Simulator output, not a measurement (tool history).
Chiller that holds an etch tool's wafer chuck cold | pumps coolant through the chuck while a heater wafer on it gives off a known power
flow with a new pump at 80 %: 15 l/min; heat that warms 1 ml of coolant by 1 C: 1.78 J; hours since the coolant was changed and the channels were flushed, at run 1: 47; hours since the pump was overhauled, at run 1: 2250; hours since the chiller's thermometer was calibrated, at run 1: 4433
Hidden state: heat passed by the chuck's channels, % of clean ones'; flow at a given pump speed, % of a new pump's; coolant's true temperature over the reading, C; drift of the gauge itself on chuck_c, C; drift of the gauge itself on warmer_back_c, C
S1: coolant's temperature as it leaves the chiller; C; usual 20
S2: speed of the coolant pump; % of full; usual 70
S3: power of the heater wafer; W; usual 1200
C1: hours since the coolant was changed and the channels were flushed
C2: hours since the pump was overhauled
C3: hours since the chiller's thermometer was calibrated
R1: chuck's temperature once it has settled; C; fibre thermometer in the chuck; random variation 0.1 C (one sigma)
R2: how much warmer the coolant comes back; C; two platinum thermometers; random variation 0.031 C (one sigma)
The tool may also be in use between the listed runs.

run,hour,S1,S2,S3,C1,C2,C3,R1,R2
1,0.0,20,70,1200,47,2250,4433,31.1,3.14
# hour 76.4: chiller's thermometer calibrated
2,97.6,20,78,1200,144,2346,21,30.1,2.79
3,211.2,20,78,1200,257,2460,135,30.2,2.69
4,410.4,27,70,1200,456,2659,334,38.1,3.02
5,508.1,20,70,1200,554,2757,432,31.1,3.09
6,612.4,20,70,1200,658,2861,536,30.9,3.06
7,786.9,20,70,1200,833,3036,710,31.0,3.06
8,873.8,23,70,1200,920,3122,797,33.8,2.99
9,1068.6,20,78,1200,1115,3317,992,30.0,2.66
10,1270.2,20,91,1200,1316,3519,1194,28.7,2.18
11,1481.5,20,91,1200,1527,3730,1405,28.8,2.16
12,1582.4,20,70,1163,1628,3831,1506,30.8,2.82
13,1787.4,20,70,1163,1833,4036,1711,30.9,2.81
14,1931.0,20,70,1163,1977,4180,1855,30.6,2.79
15,2145.2,20,84,1200,2191,4394,2069,29.3,2.29
16,2302.1,20,84,1200,2348,4551,2226,29.4,2.37
17,2478.9,10,70,1200,2525,4728,2402,20.9,2.82
18,2600.0,14,63,1379,2646,4849,2524,27.7,3.76
# hour 2648.4: gauge calibrated
19,2719.5,14,63,1379,2765,4968,2643,27.9,4.01
20,2900.4,25,88,803,2946,5149,2824,31.0,1.59
21,3070.3,12,88,803,3116,5319,2994,18.0,1.55
22,3174.6,28,79,1298,3221,5423,3098,38.7,2.93
# hour 3289.1: coolant pump overhauled
23,3349.6,11,77,1181,3391,60,3268,20.9,2.66
24,3559.8,13,93,784,3601,271,3478,18.7,1.39
25,3761.3,13,74,642,3802,472,3680,18.6,1.42

The same runs without the tool's hidden state, with the same run-to-run variation:
run,R2
1,3.14
2,2.80
3,2.72
4,3.07
5,3.15
6,3.13
7,3.16
8,3.09
9,2.79
10,2.33
11,2.34
12,3.01
13,3.03
14,3.02
15,2.55
16,2.65
17,3.12
18,4.07
19,4.01
20,1.62
21,1.60
22,2.99
23,2.75
24,1.50
25,1.56
R1: within 0.1 C of the measured result in every run.

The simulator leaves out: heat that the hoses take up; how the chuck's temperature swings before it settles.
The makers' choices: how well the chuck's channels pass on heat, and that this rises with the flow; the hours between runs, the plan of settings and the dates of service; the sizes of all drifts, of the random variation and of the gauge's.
